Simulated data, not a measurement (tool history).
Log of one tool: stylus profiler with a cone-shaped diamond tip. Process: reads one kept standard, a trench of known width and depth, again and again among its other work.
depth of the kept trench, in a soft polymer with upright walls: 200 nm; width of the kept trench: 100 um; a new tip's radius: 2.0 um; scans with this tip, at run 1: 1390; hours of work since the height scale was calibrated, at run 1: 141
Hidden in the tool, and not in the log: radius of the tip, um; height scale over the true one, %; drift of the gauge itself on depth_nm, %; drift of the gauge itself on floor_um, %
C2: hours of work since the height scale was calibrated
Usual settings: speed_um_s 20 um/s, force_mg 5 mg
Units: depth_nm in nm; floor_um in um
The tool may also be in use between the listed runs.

Run 1, hour 0: usual settings; scans with this tip 1390; C2 141. Result: depth_nm 203.62 nm, floor_um 98.15 um.
Run 2, hour 21.5: usual settings; scans with this tip 1527; C2 155. Result: depth_nm 203.48 nm, floor_um 98.12 um.
Run 3, hour 32: usual settings; scans with this tip 1594; C2 161. Result: depth_nm 203.41 nm, floor_um 98.08 um.
Run 4, hour 41.9: usual settings; scans with this tip 1657; C2 168. Result: depth_nm 203.52 nm, floor_um 98.06 um.
Run 5, hour 62.9: usual settings; scans with this tip 1791; C2 181. Result: depth_nm 203.49 nm, floor_um 98.11 um.
Run 6, hour 85.5: usual settings; scans with this tip 1934; C2 196. Result: depth_nm 203.51 nm, floor_um 98.06 um.
Run 7, hour 97.3: usual settings; scans with this tip 2009; C2 204. Result: depth_nm 203.5 nm, floor_um 98.05 um.
Run 8, hour 109.1: usual settings; scans with this tip 2085; C2 211. Result: depth_nm 203.4 nm, floor_um 98.07 um.
Run 9, hour 125.2: usual settings but force_mg 10.57 mg; scans with this tip 2187; C2 222. Result: depth_nm 205.7 nm, floor_um 98.03 um.
Run 10, hour 147.4: usual settings but force_mg 10.57 mg; scans with this tip 2328; C2 236. Result: depth_nm 205.8 nm, floor_um 98.09 um.
Run 11, hour 161.6: usual settings but force_mg 10.57 mg; scans with this tip 2419; C2 245. Result: depth_nm 205.69 nm, floor_um 98.14 um.
Run 12, hour 184.2: usual settings but force_mg 4.57 mg; scans with this tip 2563; C2 260. Result: depth_nm 203.15 nm, floor_um 98.05 um.
Run 13, hour 206: usual settings but force_mg 4.57 mg; scans with this tip 2701; C2 274. Result: depth_nm 203.25 nm, floor_um 98.07 um.
Run 14, hour 218.2: usual settings but speed_um_s 67 um/s, force_mg 4.57 mg; scans with this tip 2779; C2 281. Result: depth_nm 203.24 nm, floor_um 97.97 um.
Run 15, hour 237.5: usual settings but force_mg 12.38 mg; scans with this tip 2901; C2 294. Result: depth_nm 206.47 nm, floor_um 98.09 um.
Run 16, hour 257: usual settings but force_mg 12.38 mg; scans with this tip 3026; C2 306. Result: depth_nm 206.44 nm, floor_um 98.04 um.
Run 17, hour 266.6: usual settings but force_mg 12.38 mg; scans with this tip 3087; C2 313. Result: depth_nm 206.47 nm, floor_um 98.07 um.
Run 18, hour 278.7: usual settings but force_mg 12.38 mg; scans with this tip 3164; C2 320. Result: depth_nm 206.41 nm, floor_um 98.06 um.
Run 19, hour 289.3: usual settings but force_mg 12.38 mg; scans with this tip 3231; C2 327. Result: depth_nm 206.39 nm, floor_um 98.02 um.
Run 20, hour 312.5: usual settings but force_mg 3.36 mg; scans with this tip 3379; C2 342. Result: depth_nm 202.52 nm, floor_um 97.96 um.
Run 21, hour 327.7: usual settings but force_mg 3.36 mg; scans with this tip 3476; C2 352. Result: depth_nm 202.57 nm, floor_um 97.97 um.
Run 22, hour 351.3: usual settings but force_mg 3.36 mg; scans with this tip 3626; C2 367. Result: depth_nm 202.48 nm, floor_um 98.01 um.
Run 23, hour 367.8: usual settings but speed_um_s 14 um/s, force_mg 13.25 mg; scans with this tip 3731; C2 378. Result: depth_nm 206.7 nm, floor_um 98.02 um.
Run 24, hour 385.1: usual settings but speed_um_s 11 um/s, force_mg 6.71 mg; scans with this tip 3841; C2 389. Result: depth_nm 204.15 nm, floor_um 98.02 um.
Run 25, hour 401.5: usual settings but speed_um_s 67 um/s, force_mg 10.95 mg; scans with this tip 3945; C2 400. Result: depth_nm 205.93 nm, floor_um 97.99 um.
Run 26, hour 424.2: usual settings but speed_um_s 8 um/s, force_mg 7.22 mg; scans with this tip 4090; C2 414. Result: depth_nm 204.27 nm, floor_um 98 um.
Run 27, hour 446.9: usual settings but speed_um_s 11 um/s, force_mg 4.73 mg; scans with this tip 4235; C2 429. Result: depth_nm 203.22 nm, floor_um 97.99 um.
Run 28, hour 460: usual settings but speed_um_s 41 um/s, force_mg 6.14 mg; scans with this tip 4318; C2 437. Result: depth_nm 203.81 nm, floor_um 97.97 um.
Run 29, hour 480.4: usual settings but speed_um_s 22 um/s, force_mg 4.04 mg; scans with this tip 4448; C2 451. Result: depth_nm 202.89 nm, floor_um 97.95 um.
Run 30, hour 493: usual settings but speed_um_s 22 um/s, force_mg 7.29 mg; scans with this tip 4528; C2 459. Result: depth_nm 204.43 nm, floor_um 97.96 um.
Run 31, hour 513.5: usual settings but speed_um_s 22 um/s, force_mg 2.1 mg; scans with this tip 4658; C2 472. Result: depth_nm 201.57 nm, floor_um 97.92 um.
Run 32, hour 528.5: usual settings but speed_um_s 56 um/s, force_mg 9.82 mg; scans with this tip 4754; C2 481. Result: depth_nm 205.41 nm, floor_um 97.9 um.
Run 33, hour 549.3: usual settings but speed_um_s 10 um/s, force_mg 8.66 mg; scans with this tip 4886; C2 495. Result: depth_nm 204.92 nm, floor_um 97.97 um.
Run 34, hour 560.4: usual settings but speed_um_s 10 um/s, force_mg 8.66 mg; scans with this tip 4957; C2 502. Result: depth_nm 204.86 nm, floor_um 97.99 um.
Run 35, hour 576.5: usual settings but speed_um_s 8 um/s, force_mg 4.33 mg; scans with this tip 5059; C2 512. Result: depth_nm 202.87 nm, floor_um 97.99 um.
Run 36, hour 595.5: usual settings but speed_um_s 8 um/s, force_mg 11.1 mg; scans with this tip 5180; C2 525. Result: depth_nm 205.82 nm, floor_um 97.89 um.
Run 37, hour 617.1: usual settings but speed_um_s 8 um/s, force_mg 7.72 mg; scans with this tip 5317; C2 539. Result: depth_nm 204.45 nm, floor_um 97.88 um.
Run 38, hour 638.6: usual settings but speed_um_s 40 um/s, force_mg 9.61 mg; scans with this tip 5455; C2 552. Result: depth_nm 205.1 nm, floor_um 97.9 um.
Run 39, hour 650.7: usual settings but force_mg 3.42 mg; scans with this tip 5531; C2 560. Result: depth_nm 202.46 nm, floor_um 97.93 um.
Run 40, hour 668.9: usual settings but speed_um_s 11 um/s, force_mg 2.57 mg; scans with this tip 5647; C2 572. Result: depth_nm 201.94 nm, floor_um 97.84 um.

Forecast each of these 3 alternatives for the next run:
Run A, hour 690.4: usual settings but speed_um_s 16 um/s, force_mg 2.68 mg; scans with this tip 5784; C2 586. Result: depth_nm ?, floor_um ?.
Run B, hour 690.4: usual settings but speed_um_s 16 um/s, force_mg 4.18 mg; scans with this tip 5784; C2 586. Result: depth_nm ?, floor_um ?.
Run C, hour 690.4: usual settings but speed_um_s 8 um/s, force_mg 2.42 mg; scans with this tip 5784; C2 586. Result: depth_nm ?, floor_um ?.

run  depth_nm  floor_um
  A    202.01     97.83
  B    202.75     97.86
  C    201.86      97.8
Without the tool's hidden state the same runs would have given:
run  depth_nm  floor_um
  A    202.42     98.17
  B    203.17      98.2
  C    202.28     98.14
